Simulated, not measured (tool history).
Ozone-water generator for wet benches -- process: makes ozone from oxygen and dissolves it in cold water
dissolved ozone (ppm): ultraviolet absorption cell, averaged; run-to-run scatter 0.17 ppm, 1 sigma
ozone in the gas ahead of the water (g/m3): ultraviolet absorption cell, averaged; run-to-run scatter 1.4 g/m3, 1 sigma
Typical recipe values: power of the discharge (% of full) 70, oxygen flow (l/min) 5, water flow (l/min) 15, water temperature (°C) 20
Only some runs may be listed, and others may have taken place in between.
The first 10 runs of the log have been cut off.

run,day,power of the discharge (% of full),oxygen flow (l/min),water flow (l/min),water temperature (°C),hours of work since the electrodes were changed,hours of work since the contactor was cleaned,hours of work since the thermometer was calibrated,dissolved ozone (ppm),ozone in the gas ahead of the water (g/m3)
11,54.15,70,5,15,22,1190,736,2246,20.9,248.4
12,59.517,70,5,15,22,1296,841,2352,20.8,248.7
13,63.338,70,5,15,22,1371,916,2427,20.7,244.8
14,68.408,70,5,12,20,1470,1016,2526,25,250.2
15,75.312,70,5,12,20,1606,1151,2662,25,244.9
16,82.033,70,5,12,20,1738,1283,2794,25,245.6
17,86.042,70,5,15,20,1816,1362,2872,21.1,247.2
18,91.596,70,5,15,20,1925,1471,2981,21.2,244.6
19,96.833,70,4.32,10,23,2028,1573,3084,26.9,266.6
20,101.712,49,5,21,20,2124,1669,3180,12.6,188.7
21,107.629,70,3.59,23,20,2240,1785,3296,15.4,300.7
22,112.896,42,5.09,15,21,2343,1889,3399,14.2,165.1
23,119.808,42,5.09,15,21,2479,2024,3535,14.1,165.9
# day 120.525: water thermometer calibrated
24,123.746,42,5.09,15,21,2556,2101,63,14.1,164.9
25,127.729,42,5.09,15,21,2634,2180,141,14.2,165.2
26,133.146,42,5.09,15,21,2741,2286,248,14.1,164.3
27,139.9,42,4.9,15,23,2873,2419,380,13.7,168.6
28,145.571,99,5,10,20,2984,2530,492,35.7,311.8
29,151.575,99,5,10,20,3102,2648,609,34.8,311.5
30,157.675,70,3.97,15,20,3222,2767,729,21.2,279.1
31,161.825,70,3.97,15,20,3304,2849,811,21.3,277.9
32,165.958,70,5.1,19,20,3385,2930,892,17.5,237.5
33,169.896,64,5,15,14,3462,3007,969,21.5,224.7
34,176.529,45,5,21,16,3592,3137,1099,12.2,173.7

Predict each of these 3 candidate next runs independently; none follows another, all start after run 34:
A,179.771,70,8.32,15,26,3656,3201,1163,?,?
B,179.771,45,5.87,15,23,3656,3201,1163,?,?
C,179.771,45,5,21,12,3656,3201,1163,?,?

run,dissolved ozone (ppm),ozone in the gas ahead of the water (g/m3)
A,16.2,174
B,13.9,157.7
C,12.9,173.6
With no hidden state in the tool, these same runs would have given:
run,dissolved ozone (ppm),ozone in the gas ahead of the water (g/m3)
A,17.4,183.1
B,14.6,163.2
C,13.7,179.7

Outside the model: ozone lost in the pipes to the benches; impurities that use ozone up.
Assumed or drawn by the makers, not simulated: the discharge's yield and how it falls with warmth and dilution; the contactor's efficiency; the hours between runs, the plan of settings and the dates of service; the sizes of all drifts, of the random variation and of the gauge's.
